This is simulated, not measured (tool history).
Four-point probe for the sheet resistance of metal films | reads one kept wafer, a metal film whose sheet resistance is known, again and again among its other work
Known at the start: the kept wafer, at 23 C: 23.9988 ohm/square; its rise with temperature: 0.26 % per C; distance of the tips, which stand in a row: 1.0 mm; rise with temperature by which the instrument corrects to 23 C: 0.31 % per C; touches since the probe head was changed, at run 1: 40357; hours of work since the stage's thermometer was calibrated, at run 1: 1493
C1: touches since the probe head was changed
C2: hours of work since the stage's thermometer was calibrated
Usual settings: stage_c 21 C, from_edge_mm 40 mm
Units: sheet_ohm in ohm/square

run 1 day=0 | stage_c=21 from_edge_mm=40 | C1=40357 C2=1493 | sheet_ohm=24.020363
run 2 day=3.296 | stage_c=31 from_edge_mm=40 | C1=44044 C2=1539 | sheet_ohm=23.884745
run 3 day=6.629 | stage_c=31 from_edge_mm=40 | C1=47774 C2=1586 | sheet_ohm=23.894626
run 4 day=9.529 | stage_c=21 from_edge_mm=40 | C1=51021 C2=1626 | sheet_ohm=24.035631
run 5 day=11.904 | stage_c=21 from_edge_mm=40 | C1=53675 C2=1659 | sheet_ohm=24.048388
run 6 day=14.592 | stage_c=21 from_edge_mm=40 | C1=56683 C2=1697 | sheet_ohm=24.056486
run 7 day=16.692 | stage_c=21 from_edge_mm=40 | C1=59036 C2=1726 | sheet_ohm=24.053393
run 8 day=18.217 | stage_c=21 from_edge_mm=40 | C1=60743 C2=1748 | sheet_ohm=24.056805
run 9 day=21.562 | stage_c=21 from_edge_mm=13 | C1=64486 C2=1795 | sheet_ohm=24.141346
run 10 day=23.671 | stage_c=25 from_edge_mm=40 | C1=66846 C2=1824 | sheet_ohm=24.011029
run 11 day=27.071 | stage_c=21 from_edge_mm=40 | C1=70646 C2=1872 | sheet_ohm=24.07714
run 12 day=30.258 | stage_c=21 from_edge_mm=40 | C1=74214 C2=1916 | sheet_ohm=24.085913
run 13 day=33.517 | stage_c=21 from_edge_mm=40 | C1=77861 C2=1962 | sheet_ohm=24.093425
run 14 day=36.667 | stage_c=21 from_edge_mm=30 | C1=81385 C2=2006 | sheet_ohm=24.102741
run 15 day=38.638 | stage_c=21 from_edge_mm=30 | C1=83589 C2=2033 | sheet_ohm=24.117248
run 16 day=40.275 | stage_c=21 from_edge_mm=5 | C1=85422 C2=2056 | sheet_ohm=24.609546
run 17 day=42.688 | stage_c=21 from_edge_mm=5 | C1=88122 C2=2090 | sheet_ohm=24.618407
run 18 day=44.921 | stage_c=21 from_edge_mm=5 | C1=90622 C2=2121 | sheet_ohm=24.613709
run 19 day=47.725 | stage_c=21 from_edge_mm=5 | C1=93761 C2=2160 | sheet_ohm=24.637256
run 20 day=49.512 | stage_c=21 from_edge_mm=40 | C1=95759 C2=2185 | sheet_ohm=24.141805
run 21 day=52.2 | stage_c=21 from_edge_mm=40 | C1=98766 C2=2223 | sheet_ohm=24.143757
run 22 day=53.8 | stage_c=21 from_edge_mm=40 | C1=100558 C2=2245 | sheet_ohm=24.144655
run 23 day=56.204 | stage_c=21 from_edge_mm=40 | C1=103247 C2=2279 | sheet_ohm=24.15028
-- day=58.496 new probe head fitted
run 24 day=58.496 | stage_c=28 from_edge_mm=9 | C1=0 C2=2311 | sheet_ohm=24.007023
run 25 day=60.9 | stage_c=26 from_edge_mm=6 | C1=2693 C2=2344 | sheet_ohm=24.243064
run 26 day=63.65 | stage_c=30 from_edge_mm=4 | C1=5769 C2=2383 | sheet_ohm=24.617643
-- day=63.988 stage's thermometer calibrated
run 27 day=66.575 | stage_c=28 from_edge_mm=17 | C1=9020 C2=36 | sheet_ohm=23.9487
run 28 day=69.3 | stage_c=28 from_edge_mm=17 | C1=12067 C2=74 | sheet_ohm=23.93567
run 29 day=72.254 | stage_c=30 from_edge_mm=8 | C1=15373 C2=116 | sheet_ohm=24.075265
run 30 day=73.642 | stage_c=19 from_edge_mm=16 | C1=16927 C2=135 | sheet_ohm=24.081129
run 31 day=75.396 | stage_c=19 from_edge_mm=16 | C1=18889 C2=160 | sheet_ohm=24.090637
-- day=77.25 stage's thermometer calibrated, once more
run 32 day=77.529 | stage_c=24 from_edge_mm=59 | C1=21251 C2=4 | sheet_ohm=23.925968
run 33 day=80.658 | stage_c=31 from_edge_mm=6 | C1=24755 C2=48 | sheet_ohm=24.180911
run 34 day=82.538 | stage_c=22 from_edge_mm=12 | C1=26857 C2=74 | sheet_ohm=24.047092
run 35 day=84.833 | stage_c=31 from_edge_mm=10 | C1=29423 C2=106 | sheet_ohm=23.968374
run 36 day=87.5 | stage_c=19 from_edge_mm=6 | C1=32410 C2=143 | sheet_ohm=24.368197
run 37 day=90.433 | stage_c=19 from_edge_mm=6 | C1=35690 C2=184 | sheet_ohm=24.363369
run 38 day=93.025 | stage_c=34 from_edge_mm=7 | C1=38592 C2=221 | sheet_ohm=24.077679
run 39 day=94.992 | stage_c=34 from_edge_mm=7 | C1=40793 C2=248 | sheet_ohm=24.085158
run 40 day=97.325 | stage_c=21 from_edge_mm=71 | C1=43402 C2=281 | sheet_ohm=24.000896
run 41 day=98.858 | stage_c=21 from_edge_mm=71 | C1=45117 C2=302 | sheet_ohm=24.012867
run 42 day=101.483 | stage_c=21 from_edge_mm=71 | C1=48057 C2=339 | sheet_ohm=24.0185
run 43 day=103.029 | stage_c=21 from_edge_mm=71 | C1=49786 C2=361 | sheet_ohm=24.018026
run 44 day=106.242 | stage_c=24 from_edge_mm=10 | C1=53379 C2=406 | sheet_ohm=24.105618
run 45 day=107.804 | stage_c=31 from_edge_mm=23 | C1=55127 C2=427 | sheet_ohm=23.91941

4 ways to go on from here, each from the tool as it stands after run 45. What would each give?
run A day=110.5 | stage_c=19 from_edge_mm=66 | C1=58144 C2=465 | sheet_ohm=?
run B day=110.5 | stage_c=35 from_edge_mm=3 | C1=58144 C2=465 | sheet_ohm=?
run C day=110.5 | stage_c=20 from_edge_mm=15 | C1=58144 C2=465 | sheet_ohm=?
run D day=110.5 | stage_c=20 from_edge_mm=25 | C1=58144 C2=465 | sheet_ohm=?

run=A sheet_ohm=24.05724
run=B sheet_ohm=25.197134
run=C sheet_ohm=24.10459
run=D sheet_ohm=24.066784
Without the tool's hidden state the same runs would have given:
run=A sheet_ohm=24.047358
run=B sheet_ohm=25.187084
run=C sheet_ohm=24.094706
run=D sheet_ohm=24.056916
